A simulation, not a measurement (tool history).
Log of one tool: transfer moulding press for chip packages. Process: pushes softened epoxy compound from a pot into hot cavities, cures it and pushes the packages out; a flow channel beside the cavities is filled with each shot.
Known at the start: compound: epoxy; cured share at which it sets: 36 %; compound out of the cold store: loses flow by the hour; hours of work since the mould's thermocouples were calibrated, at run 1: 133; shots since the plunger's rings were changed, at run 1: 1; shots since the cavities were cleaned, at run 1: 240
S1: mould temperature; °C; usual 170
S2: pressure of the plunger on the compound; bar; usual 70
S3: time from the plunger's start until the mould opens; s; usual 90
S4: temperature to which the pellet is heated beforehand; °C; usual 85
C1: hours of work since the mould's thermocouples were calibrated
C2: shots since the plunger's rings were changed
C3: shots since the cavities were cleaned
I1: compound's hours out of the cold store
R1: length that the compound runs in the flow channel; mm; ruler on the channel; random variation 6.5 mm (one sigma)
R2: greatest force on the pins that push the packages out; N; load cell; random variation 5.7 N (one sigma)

{"run": 1, "hour": 0.0, "S1": 170, "S2": 70, "S3": 90, "S4": 85, "C1": 133, "C2": 1, "C3": 240, "I1": 19.7, "R1": 735, "R2": 283}
{"hour": 27.8, "done": "cavities cleaned with cleaning compound and waxed"}
{"run": 2, "hour": 68.4, "S1": 170, "S2": 70, "S3": 90, "S4": 85, "C1": 162, "C2": 612, "C3": 371, "I1": 17.1, "R1": 716, "R2": 283}
{"hour": 85.7, "done": "cavities cleaned with cleaning compound and waxed"}
{"run": 3, "hour": 122.6, "S1": 170, "S2": 53.3, "S3": 90, "S4": 85, "C1": 186, "C2": 1093, "C3": 336, "I1": 27, "R1": 610, "R2": 285}
{"hour": 145.4, "done": "cavities cleaned with cleaning compound and waxed"}
{"run": 4, "hour": 155.3, "S1": 170, "S2": 70, "S3": 90, "S4": 83, "C1": 199, "C2": 1378, "C3": 90, "I1": 10.7, "R1": 744, "R2": 236}
{"hour": 202.7, "done": "cavities cleaned with cleaning compound and waxed"}
{"run": 5, "hour": 207.4, "S1": 170, "S2": 82, "S3": 90, "S4": 85, "C1": 222, "C2": 1840, "C3": 43, "I1": 16.3, "R1": 778, "R2": 221}
{"run": 6, "hour": 253.0, "S1": 170, "S2": 67.9, "S3": 90, "S4": 85, "C1": 242, "C2": 2256, "C3": 459, "I1": 46.2, "R1": 645, "R2": 299}
{"hour": 259.6, "done": "cavities cleaned with cleaning compound and waxed"}
{"hour": 318.8, "done": "cavities cleaned with cleaning compound and waxed"}
{"run": 7, "hour": 329.5, "S1": 162, "S2": 70, "S3": 90, "S4": 85, "C1": 274, "C2": 2927, "C3": 98, "I1": 26.5, "R1": 717, "R2": 440}
{"hour": 377.8, "done": "cavities cleaned with cleaning compound and waxed"}
{"run": 8, "hour": 390.6, "S1": 162, "S2": 70, "S3": 90, "S4": 85, "C1": 300, "C2": 3472, "C3": 118, "I1": 10.3, "R1": 785, "R2": 494}
{"hour": 436.3, "done": "cavities cleaned with cleaning compound and waxed"}
{"run": 9, "hour": 445.3, "S1": 171, "S2": 70, "S3": 90, "S4": 85, "C1": 324, "C2": 3957, "C3": 82, "I1": 30, "R1": 671, "R2": 219}
{"hour": 494.4, "done": "cavities cleaned with cleaning compound and waxed"}
{"run": 10, "hour": 510.9, "S1": 170, "S2": 70, "S3": 90, "S4": 85, "C1": 352, "C2": 4542, "C3": 150, "I1": 17.6, "R1": 694, "R2": 253}
{"hour": 550.0, "done": "cavities cleaned with cleaning compound and waxed"}
{"run": 11, "hour": 585.7, "S1": 170, "S2": 70, "S3": 90, "S4": 85, "C1": 384, "C2": 5212, "C3": 326, "I1": 25.3, "R1": 688, "R2": 289}
{"hour": 605.0, "done": "cavities cleaned with cleaning compound and waxed"}
{"hour": 638.9, "done": "plunger's sealing rings changed"}
{"hour": 662.6, "done": "cavities cleaned with cleaning compound and waxed"}
{"run": 12, "hour": 662.6, "S1": 170, "S2": 70, "S3": 90, "S4": 85, "C1": 416, "C2": 204, "C3": 0, "I1": 27.1, "R1": 699, "R2": 213}
{"run": 13, "hour": 699.0, "S1": 168, "S2": 70, "S3": 90, "S4": 85, "C1": 432, "C2": 536, "C3": 332, "I1": 21.2, "R1": 737, "R2": 345}

The next listed run, before its measurement:
{"hour": 720.4, "done": "cavities cleaned with cleaning compound and waxed"}
{"run": 14, "hour": 759.8, "S1": 168, "S2": 70, "S3": 90, "S4": 85, "C1": 458, "C2": 1077, "C3": 360, "I1": 9, "R1": "?", "R2": "?"}

Run 14 gave R1 767 mm, R2 372 N.
Without the tool's hidden state the same run would have given R1 770 mm, R2 249 N.
